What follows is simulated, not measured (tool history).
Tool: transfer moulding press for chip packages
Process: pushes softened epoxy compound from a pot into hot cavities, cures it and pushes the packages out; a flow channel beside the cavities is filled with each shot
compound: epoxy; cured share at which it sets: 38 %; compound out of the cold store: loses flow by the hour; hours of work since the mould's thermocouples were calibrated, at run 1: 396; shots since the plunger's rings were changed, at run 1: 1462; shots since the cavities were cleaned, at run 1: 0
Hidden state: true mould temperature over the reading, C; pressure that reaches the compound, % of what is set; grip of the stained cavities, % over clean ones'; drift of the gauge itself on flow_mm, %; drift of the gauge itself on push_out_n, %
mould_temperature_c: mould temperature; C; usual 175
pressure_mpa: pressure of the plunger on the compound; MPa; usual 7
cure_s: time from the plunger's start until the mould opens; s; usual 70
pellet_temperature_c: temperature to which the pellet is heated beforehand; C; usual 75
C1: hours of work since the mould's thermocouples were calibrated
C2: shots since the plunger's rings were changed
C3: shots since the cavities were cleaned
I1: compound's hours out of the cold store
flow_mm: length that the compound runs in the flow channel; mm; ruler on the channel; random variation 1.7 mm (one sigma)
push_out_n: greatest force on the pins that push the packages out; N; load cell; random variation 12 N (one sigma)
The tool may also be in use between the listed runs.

run 1 hour=0 | mould_temperature_c=175 pressure_mpa=7 cure_s=70 pellet_temperature_c=75 | C1=396 C2=1462 C3=0 | I1=16.3 | flow_mm=851 push_out_n=619
-- hour=50.1 cavities cleaned with cleaning compound and waxed
-- hour=84.4 plunger's sealing rings changed
run 2 hour=100.5 | mould_temperature_c=175 pressure_mpa=7 cure_s=70 pellet_temperature_c=75 | C1=454 C2=236 C3=701 | I1=17.1 | flow_mm=855 push_out_n=1025
-- hour=106.5 cavities cleaned with cleaning compound and waxed
-- hour=160.4 cavities cleaned with cleaning compound and waxed
run 3 hour=203.3 | mould_temperature_c=172 pressure_mpa=7 cure_s=70 pellet_temperature_c=75 | C1=515 C2=1697 C3=627 | I1=28.7 | flow_mm=831 push_out_n=1009
-- hour=213.9 cavities cleaned with cleaning compound and waxed
-- hour=265.5 cavities cleaned with cleaning compound and waxed
-- hour=274.8 plunger's sealing rings changed
run 4 hour=310.5 | mould_temperature_c=175 pressure_mpa=7 cure_s=70 pellet_temperature_c=75 | C1=576 C2=523 C3=623 | I1=44.8 | flow_mm=791 push_out_n=797
-- hour=321.7 cavities cleaned with cleaning compound and waxed
-- hour=378.1 cavities cleaned with cleaning compound and waxed
run 5 hour=398.7 | mould_temperature_c=175 pressure_mpa=7 cure_s=54 pellet_temperature_c=75 | C1=627 C2=1770 C3=302 | I1=28.2 | flow_mm=817 push_out_n=1387
-- hour=433.4 cavities cleaned with cleaning compound and waxed
-- hour=460.2 plunger's sealing rings changed
run 6 hour=460.2 | mould_temperature_c=175 pressure_mpa=7 cure_s=54 pellet_temperature_c=75 | C1=662 C2=0 C3=356 | I1=29.2 | flow_mm=830 push_out_n=1450
-- hour=493.8 cavities cleaned with cleaning compound and waxed
run 7 hour=510.2 | mould_temperature_c=175 pressure_mpa=7 cure_s=54 pellet_temperature_c=75 | C1=691 C2=710 C3=241 | I1=17.3 | flow_mm=848 push_out_n=1356
-- hour=543.8 cavities cleaned with cleaning compound and waxed
-- hour=554.3 cavities cleaned with cleaning compound and waxed, once more
-- hour=556.3 mould's thermocouples calibrated
run 8 hour=580.5 | mould_temperature_c=175 pressure_mpa=7 cure_s=54 pellet_temperature_c=75 | C1=15 C2=1666 C3=355 | I1=26.7 | flow_mm=832 push_out_n=1545
-- hour=611.3 cavities cleaned with cleaning compound and waxed
-- hour=647.8 plunger's sealing rings changed
run 9 hour=647.9 | mould_temperature_c=175 pressure_mpa=7 cure_s=54 pellet_temperature_c=75 | C1=53 C2=2 C3=500 | I1=28.6 | flow_mm=832 push_out_n=1704
-- hour=668.9 cavities cleaned with cleaning compound and waxed
-- hour=722.5 cavities cleaned with cleaning compound and waxed
run 10 hour=753 | mould_temperature_c=175 pressure_mpa=5.83 cure_s=70 pellet_temperature_c=75 | C1=114 C2=1496 C3=445 | I1=14.4 | flow_mm=778 push_out_n=820
-- hour=777.8 cavities cleaned with cleaning compound and waxed
run 11 hour=815.1 | mould_temperature_c=175 pressure_mpa=5.83 cure_s=70 pellet_temperature_c=75 | C1=151 C2=2383 C3=545 | I1=40.5 | flow_mm=727 push_out_n=814
-- hour=828.9 cavities cleaned with cleaning compound and waxed
-- hour=836.2 plunger's sealing rings changed
run 12 hour=861.3 | mould_temperature_c=175 pressure_mpa=7 cure_s=88 pellet_temperature_c=75 | C1=176 C2=368 C3=438 | I1=26.1 | flow_mm=834 push_out_n=574
-- hour=885.2 cavities cleaned with cleaning compound and waxed
-- hour=935.9 cavities cleaned with cleaning compound and waxed
run 13 hour=939.5 | mould_temperature_c=175 pressure_mpa=7 cure_s=88 pellet_temperature_c=75 | C1=221 C2=1469 C3=53 | I1=16 | flow_mm=851 push_out_n=469
-- hour=991.4 cavities cleaned with cleaning compound and waxed
run 14 hour=1003.1 | mould_temperature_c=175 pressure_mpa=7 cure_s=88 pellet_temperature_c=75 | C1=259 C2=2377 C3=170 | I1=40.1 | flow_mm=795 push_out_n=496
-- hour=1021.1 plunger's sealing rings changed
-- hour=1049.4 cavities cleaned with cleaning compound and waxed
run 15 hour=1054.7 | mould_temperature_c=175 pressure_mpa=7 cure_s=88 pellet_temperature_c=75 | C1=287 C2=470 C3=78 | I1=32.6 | flow_mm=817 push_out_n=454
-- hour=1105.8 cavities cleaned with cleaning compound and waxed
run 16 hour=1138.9 | mould_temperature_c=175 pressure_mpa=7.72 cure_s=70 pellet_temperature_c=75 | C1=337 C2=1680 C3=483 | I1=31.6 | flow_mm=855 push_out_n=761
-- hour=1158.1 cavities cleaned with cleaning compound and waxed
-- hour=1208.2 plunger's sealing rings changed
-- hour=1218.3 cavities cleaned with cleaning compound and waxed
run 17 hour=1240.3 | mould_temperature_c=179 pressure_mpa=5.73 cure_s=83 pellet_temperature_c=78 | C1=395 C2=448 C3=322 | I1=28.4 | flow_mm=740 push_out_n=557
-- hour=1269.9 cavities cleaned with cleaning compound and waxed
run 18 hour=1300 | mould_temperature_c=179 pressure_mpa=6.98 cure_s=89 pellet_temperature_c=65 | C1=430 C2=1301 C3=442 | I1=10.4 | flow_mm=849 push_out_n=533
-- hour=1324.6 cavities cleaned with cleaning compound and waxed
-- hour=1375.4 cavities cleaned with cleaning compound and waxed
run 19 hour=1383.6 | mould_temperature_c=179 pressure_mpa=6.06 cure_s=56 pellet_temperature_c=75 | C1=479 C2=2480 C3=119 | I1=37.6 | flow_mm=735 push_out_n=853
-- hour=1399.9 plunger's sealing rings changed
-- hour=1435.7 cavities cleaned with cleaning compound and waxed
run 20 hour=1476.3 | mould_temperature_c=171 pressure_mpa=7.41 cure_s=89 pellet_temperature_c=75 | C1=532 C2=1097 C3=595 | I1=18.2 | flow_mm=888 push_out_n=674
-- hour=1489.5 cavities cleaned with cleaning compound and waxed
-- hour=1546.7 cavities cleaned with cleaning compound and waxed
run 21 hour=1570.7 | mould_temperature_c=171 pressure_mpa=7.41 cure_s=89 pellet_temperature_c=75 | C1=587 C2=2436 C3=352 | I1=13.7 | flow_mm=886 push_out_n=616

Run 22 comes next. What will it give?
-- hour=1584.5 plunger's sealing rings changed
-- hour=1600.2 cavities cleaned with cleaning compound and waxed
run 22 hour=1648.4 | mould_temperature_c=173 pressure_mpa=7 cure_s=70 pellet_temperature_c=75 | C1=631 C2=915 C3=705 | I1=40 | flow_mm=? push_out_n=?

Run 22 gave flow_mm 808 mm, push_out_n 889 N.
Without the tool's hidden state the same run would have given flow_mm 817 mm, push_out_n 647 N.
